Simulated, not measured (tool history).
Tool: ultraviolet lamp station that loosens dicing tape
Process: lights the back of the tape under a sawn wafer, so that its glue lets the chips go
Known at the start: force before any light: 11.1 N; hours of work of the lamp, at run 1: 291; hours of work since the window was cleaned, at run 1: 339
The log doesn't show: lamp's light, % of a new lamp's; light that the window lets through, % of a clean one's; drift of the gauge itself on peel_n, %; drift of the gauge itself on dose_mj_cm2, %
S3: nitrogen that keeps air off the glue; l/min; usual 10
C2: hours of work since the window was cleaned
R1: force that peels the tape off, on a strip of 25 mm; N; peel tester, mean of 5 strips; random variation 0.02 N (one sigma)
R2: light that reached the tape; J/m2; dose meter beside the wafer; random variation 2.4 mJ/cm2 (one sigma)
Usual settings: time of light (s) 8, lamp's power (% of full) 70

Run 1, hour 0: usual settings; hours of work of the lamp 291; C2 339. Result: R1 1.48 N, R2 2230 J/m2.
Run 2, hour 6.1: usual settings; hours of work of the lamp 295; C2 343. Result: R1 1.587 N, R2 2210 J/m2.
Run 3, hour 17.9: usual settings; hours of work of the lamp 303; C2 352. Result: R1 1.508 N, R2 2230 J/m2.
Run 4, hour 29.8: usual settings; hours of work of the lamp 312; C2 360. Result: R1 1.593 N, R2 2250 J/m2.
Run 5, hour 36.5: usual settings; hours of work of the lamp 316; C2 365. Result: R1 1.567 N, R2 2190 J/m2.
Run 6, hour 48.2: usual settings; hours of work of the lamp 324; C2 373. Result: R1 1.609 N, R2 2210 J/m2.
Run 7, hour 54.3: usual settings; hours of work of the lamp 329; C2 377. Result: R1 1.563 N, R2 2180 J/m2.
Run 8, hour 63.9: usual settings; hours of work of the lamp 335; C2 384. Result: R1 1.583 N, R2 2200 J/m2.
Run 9, hour 72.8: usual settings; hours of work of the lamp 342; C2 390. Result: R1 1.544 N, R2 2180 J/m2.
Run 10, hour 80.6: usual settings but S3 3 l/min; hours of work of the lamp 347; C2 395. Result: R1 3.276 N, R2 2170 J/m2.
Run 11, hour 90.3: usual settings but time of light (s) 14; hours of work of the lamp 354; C2 402. Result: R1 0.423 N, R2 3790 J/m2.
At hour 95.6: window cleaned of glue's vapour.
Run 12, hour 103: usual settings but time of light (s) 14; hours of work of the lamp 362; C2 5. Result: R1 0.518 N, R2 3560 J/m2.
Run 13, hour 110.6: usual settings; hours of work of the lamp 368; C2 10. Result: R1 1.842 N, R2 2020 J/m2.
Run 14, hour 116.6: usual settings; hours of work of the lamp 372; C2 15. Result: R1 1.849 N, R2 2030 J/m2.
Run 15, hour 125.9: usual settings; hours of work of the lamp 378; C2 21. Result: R1 1.928 N, R2 2040 J/m2.
Run 16, hour 134.2: usual settings but lamp's power (% of full) 60; hours of work of the lamp 384; C2 27. Result: R1 2.372 N, R2 1730 J/m2.
Run 17, hour 145.1: usual settings but lamp's power (% of full) 96; hours of work of the lamp 392; C2 35. Result: R1 0.986 N, R2 2730 J/m2.
Run 18, hour 150.5: usual settings but S3 3 l/min; hours of work of the lamp 395; C2 38. Result: R1 3.677 N, R2 1990 J/m2.
At hour 153.8: window cleaned of glue's vapour, once more.
Run 19, hour 158.3: usual settings; hours of work of the lamp 401; C2 3. Result: R1 1.377 N, R2 2350 J/m2.
Run 20, hour 163.6: usual settings; hours of work of the lamp 404; C2 7. Result: R1 1.364 N, R2 2370 J/m2.
Run 21, hour 173.8: usual settings; hours of work of the lamp 411; C2 14. Result: R1 1.359 N, R2 2370 J/m2.
Run 22, hour 180.1: usual settings but time of light (s) 13, lamp's power (% of full) 79, S3 5 l/min; hours of work of the lamp 416; C2 18. Result: R1 0.591 N, R2 4270 J/m2.
Run 23, hour 186.8: usual settings but time of light (s) 13, S3 15 l/min; hours of work of the lamp 420; C2 23. Result: R1 0.282 N, R2 3830 J/m2.
Run 24, hour 194.4: usual settings but time of light (s) 13, S3 15 l/min; hours of work of the lamp 426; C2 28. Result: R1 0.272 N, R2 3750 J/m2.
Run 25, hour 205.7: usual settings but lamp's power (% of full) 67, S3 5 l/min; hours of work of the lamp 434; C2 36. Result: R1 2.382 N, R2 2230 J/m2.
Run 26, hour 214: usual settings but time of light (s) 6, S3 4 l/min; hours of work of the lamp 439; C2 42. Result: R1 3.696 N, R2 1750 J/m2.
Run 27, hour 226.1: usual settings but time of light (s) 6, lamp's power (% of full) 82, S3 11 l/min; hours of work of the lamp 448; C2 50. Result: R1 1.733 N, R2 2020 J/m2.
Run 28, hour 237.8: usual settings but time of light (s) 15, S3 4 l/min; hours of work of the lamp 456; C2 59. Result: R1 0.771 N, R2 4250 J/m2.
Run 29, hour 246.1: usual settings but time of light (s) 15, S3 4 l/min; hours of work of the lamp 462; C2 64. Result: R1 0.767 N, R2 4270 J/m2.
Run 30, hour 254.1: usual settings but time of light (s) 7, lamp's power (% of full) 96, S3 12 l/min; hours of work of the lamp 467; C2 70. Result: R1 0.858 N, R2 2730 J/m2.
Run 31, hour 263: usual settings but time of light (s) 15, lamp's power (% of full) 81, S3 9 l/min; hours of work of the lamp 474; C2 76. Result: R1 0.212 N, R2 4940 J/m2.
Run 32, hour 274: usual settings but time of light (s) 16, S3 3 l/min; hours of work of the lamp 481; C2 84. Result: R1 0.894 N, R2 4550 J/m2.
Run 33, hour 283.6: usual settings but time of light (s) 11, lamp's power (% of full) 78, S3 4 l/min; hours of work of the lamp 488; C2 91. Result: R1 1.288 N, R2 3430 J/m2.
Run 34, hour 296.3: usual settings but time of light (s) 15, lamp's power (% of full) 89, S3 4 l/min; hours of work of the lamp 497; C2 99. Result: R1 0.423 N, R2 5320 J/m2.
Run 35, hour 302.2: usual settings but time of light (s) 7, lamp's power (% of full) 97, S3 8 l/min; hours of work of the lamp 501; C2 104. Result: R1 1.272 N, R2 2710 J/m2.
Run 36, hour 308.6: usual settings but time of light (s) 12, lamp's power (% of full) 62, S3 7 l/min; hours of work of the lamp 505; C2 108. Result: R1 1.086 N, R2 2940 J/m2.
Run 37, hour 314.3: usual settings but time of light (s) 6, S3 7 l/min; hours of work of the lamp 509; C2 112. Result: R1 3.072 N, R2 1640 J/m2.
Run 38, hour 326.2: usual settings but time of light (s) 5, lamp's power (% of full) 75, S3 9 l/min; hours of work of the lamp 518; C2 120. Result: R1 3.095 N, R2 1430 J/m2.
Run 39, hour 332.7: usual settings but time of light (s) 5, lamp's power (% of full) 75, S3 9 l/min; hours of work of the lamp 522; C2 125. Result: R1 3.226 N, R2 1450 J/m2.
Run 40, hour 345.2: usual settings but time of light (s) 5, lamp's power (% of full) 75, S3 9 l/min; hours of work of the lamp 531; C2 134. Result: R1 3.128 N, R2 1500 J/m2.
Run 41, hour 354.3: usual settings but time of light (s) 5, lamp's power (% of full) 75, S3 9 l/min; hours of work of the lamp 537; C2 140. Result: R1 3.078 N, R2 1500 J/m2.
Run 42, hour 359.9: usual settings but time of light (s) 7, lamp's power (% of full) 75, S3 14 l/min; hours of work of the lamp 541; C2 144. Result: R1 1.488 N, R2 2070 J/m2.

5 ways to go on from here, each from the tool as it stands after run 42. What would each give?
Run A, hour 372.5: usual settings but time of light (s) 13, lamp's power (% of full) 76, S3 5 l/min; hours of work of the lamp 550; C2 153. Result: R1 ?, R2 ?.
Run B, hour 372.5: usual settings but time of light (s) 14; hours of work of the lamp 550; C2 153. Result: R1 ?, R2 ?.
Run C, hour 372.5: usual settings but lamp's power (% of full) 76, S3 14 l/min; hours of work of the lamp 550; C2 153. Result: R1 ?, R2 ?.
Run D, hour 372.5: usual settings but lamp's power (% of full) 75, S3 12 l/min; hours of work of the lamp 550; C2 153. Result: R1 ?, R2 ?.
Run E, hour 372.5: usual settings but lamp's power (% of full) 64; hours of work of the lamp 550; C2 153. Result: R1 ?, R2 ?.

run     R1    R2
  A  0.852  3770
  B  0.417  3760
  C  1.098  2330
  D  1.256  2340
  E  2.033  2000
Without the tool's hidden state the same runs would have given:
run     R1    R2
  A  0.446  4790
  B  0.195  4780
  C  0.606  2960
  D  0.718  2970
  E  1.281  2530

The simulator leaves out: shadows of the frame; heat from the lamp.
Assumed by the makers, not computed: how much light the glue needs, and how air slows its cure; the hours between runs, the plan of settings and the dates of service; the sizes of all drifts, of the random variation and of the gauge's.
